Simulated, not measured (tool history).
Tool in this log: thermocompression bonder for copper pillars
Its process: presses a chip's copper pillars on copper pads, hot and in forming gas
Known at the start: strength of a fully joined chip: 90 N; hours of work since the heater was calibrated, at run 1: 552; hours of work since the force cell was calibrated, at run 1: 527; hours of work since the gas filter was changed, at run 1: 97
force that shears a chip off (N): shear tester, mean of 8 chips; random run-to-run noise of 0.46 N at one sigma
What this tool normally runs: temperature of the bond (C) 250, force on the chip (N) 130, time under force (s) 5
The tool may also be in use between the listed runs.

run	day	temperature of the bond (C)	force on the chip (N)	time under force (s)	hours of work since the heater was calibrated	hours of work since the force cell was calibrated	hours of work since the gas filter was changed	force that shears a chip off (N)
1	0.000	250	130	5	552	527	97	38.3
# day 0.462: heater calibrated with a thermocouple chip
# day 0.483: forming gas filter changed
2	0.646	250	130	5	3	537	3	42.1
3	1.267	250	114	5	14	548	14	37.1
4	2.571	250	114	5	38	572	38	37.1
5	3.654	250	130	9	58	592	58	49.4
6	4.962	250	130	9	82	616	82	49.0
7	5.921	250	130	9	100	633	100	49.2
# day 6.167: forming gas filter changed
8	7.012	250	130	5	119	653	16	41.1
9	8.275	250	130	5	143	676	39	39.2
10	8.812	250	130	5	152	686	49	40.7
11	10.000	250	130	5	174	708	70	39.5
12	11.246	250	130	7	197	731	93	43.8
13	11.800	250	130	5	207	741	103	39.1
# day 11.921: forming gas filter changed
14	12.900	250	130	5	227	761	18	40.5
15	13.908	250	130	3	246	779	37	32.4
16	14.979	250	130	5	265	799	56	39.8
17	15.579	250	130	5	276	810	67	38.8
18	16.646	250	130	5	296	829	87	39.1
19	17.521	250	130	5	312	845	103	37.7
# day 17.658: forming gas filter changed
20	18.258	230	116	5	325	859	11	24.5
21	19.246	249	130	5	343	877	29	38.1
22	20.304	235	101	13	362	896	49	35.9
23	21.554	235	101	13	385	919	71	33.5
24	22.604	264	101	13	405	938	91	54.8
# day 23.417: forming gas filter changed
25	23.567	264	101	13	422	955	3	54.6
26	24.733	250	130	8	443	977	24	44.7
27	25.596	250	130	8	459	993	40	44.9
28	26.392	237	87	8	474	1007	55	26.4
29	27.217	268	134	8	489	1022	70	57.9
30	28.317	258	130	11	509	1043	90	54.6
# day 29.138: forming gas filter changed
31	29.604	247	181	4	532	1066	9	42.0
32	30.308	271	112	5	545	1079	21	46.7
# day 31.158: heater calibrated with a thermocouple chip
33	31.188	274	130	8	1	1093	36	64.2
34	32.221	240	192	7	20	1112	55	51.9
35	33.317	236	161	13	40	1132	75	52.2
# day 34.125: force cell calibrated
36	34.538	236	161	13	61	8	96	53.1
# day 34.950: forming gas filter changed
37	35.250	264	154	3	74	20	5	48.4
38	36.371	239	187	11	94	41	26	57.1

3 options for the next run, each taken on its own from the tool as it stands now. Forecast them:
A	37.588	231	86	5	116	63	48	?
B	37.588	239	91	11	116	63	48	?
C	37.588	250	130	8	116	63	48	?

run	force that shears a chip off (N)
A	21.1
B	34.8
C	48.2
Stripped of hidden state, with their random variation kept, the same runs would have yielded:
run	force that shears a chip off (N)
A	22.2
B	36.4
C	50.1
